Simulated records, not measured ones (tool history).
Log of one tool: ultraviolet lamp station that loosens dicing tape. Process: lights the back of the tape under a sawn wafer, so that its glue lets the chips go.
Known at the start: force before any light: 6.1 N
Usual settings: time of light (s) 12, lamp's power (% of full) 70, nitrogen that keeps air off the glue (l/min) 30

| run | hour | time of light (s) | lamp's power (% of full) | nitrogen that keeps air off the glue (l/min) | force that peels the tape off (N) | light that reached the tape (mJ/cm²) |
|---|---|---|---|---|---|---|
| 1 | 0 | 12 | 70 | 30 | 0.714 | 241 |
|  | 62.9 | window cleaned of glue's vapour |
| 2 | 65.4 | 12 | 70 | 30 | 0.728 | 239 |
| 3 | 100.3 | 12 | 70 | 30 | 0.749 | 239 |
| 4 | 147.8 | 12 | 70 | 30 | 0.738 | 239 |
| 5 | 206.8 | 12 | 70 | 30 | 0.715 | 244 |
| 6 | 281.6 | 12 | 70 | 30 | 0.728 | 236 |
| 7 | 325.7 | 23 | 70 | 30 | 0.225 | 457 |
| 8 | 390.6 | 23 | 70 | 30 | 0.224 | 461 |
| 9 | 465.5 | 23 | 95 | 30 | 0.163 | 626 |
| 10 | 541.2 | 23 | 95 | 30 | 0.171 | 631 |
| 11 | 576.9 | 12 | 70 | 42 | 0.595 | 238 |
| 12 | 636.9 | 12 | 70 | 42 | 0.58 | 240 |
| 13 | 680.6 | 12 | 87 | 14 | 0.781 | 298 |
| 14 | 737.4 | 12 | 87 | 14 | 0.806 | 294 |
|  | 777.4 | lamp changed |
| 15 | 816.1 | 12 | 85 | 17 | 0.716 | 287 |
|  | 860.7 | window cleaned of glue's vapour |
| 16 | 891.7 | 12 | 85 | 11 | 0.929 | 295 |
| 17 | 939.3 | 6 | 88 | 28 | 1.525 | 151 |

5 ways to go on from here, each from the tool as it stands after run 17. What would each give?
| A | 1020.7 | 13 | 70 | 12 | ? | ? |
| B | 1020.7 | 12 | 70 | 11 | ? | ? |
| C | 1020.7 | 15 | 78 | 28 | ? | ? |
| D | 1020.7 | 6 | 77 | 28 | ? | ? |
| E | 1020.7 | 12 | 70 | 52 | ? | ? |

| run | force that peels the tape off (N) | light that reached the tape (mJ/cm²) |
|---|---|---|
| A | 1.091 | 266 |
| B | 1.311 | 243 |
| C | 0.397 | 330 |
| D | 1.744 | 130 |
| E | 0.52 | 239 |
Without the tool's hidden state the same runs would have given:
| run | force that peels the tape off (N) | light that reached the tape (mJ/cm²) |
|---|---|---|
| A | 1.09 | 266 |
| B | 1.31 | 243 |
| C | 0.396 | 331 |
| D | 1.743 | 130 |
| E | 0.52 | 239 |

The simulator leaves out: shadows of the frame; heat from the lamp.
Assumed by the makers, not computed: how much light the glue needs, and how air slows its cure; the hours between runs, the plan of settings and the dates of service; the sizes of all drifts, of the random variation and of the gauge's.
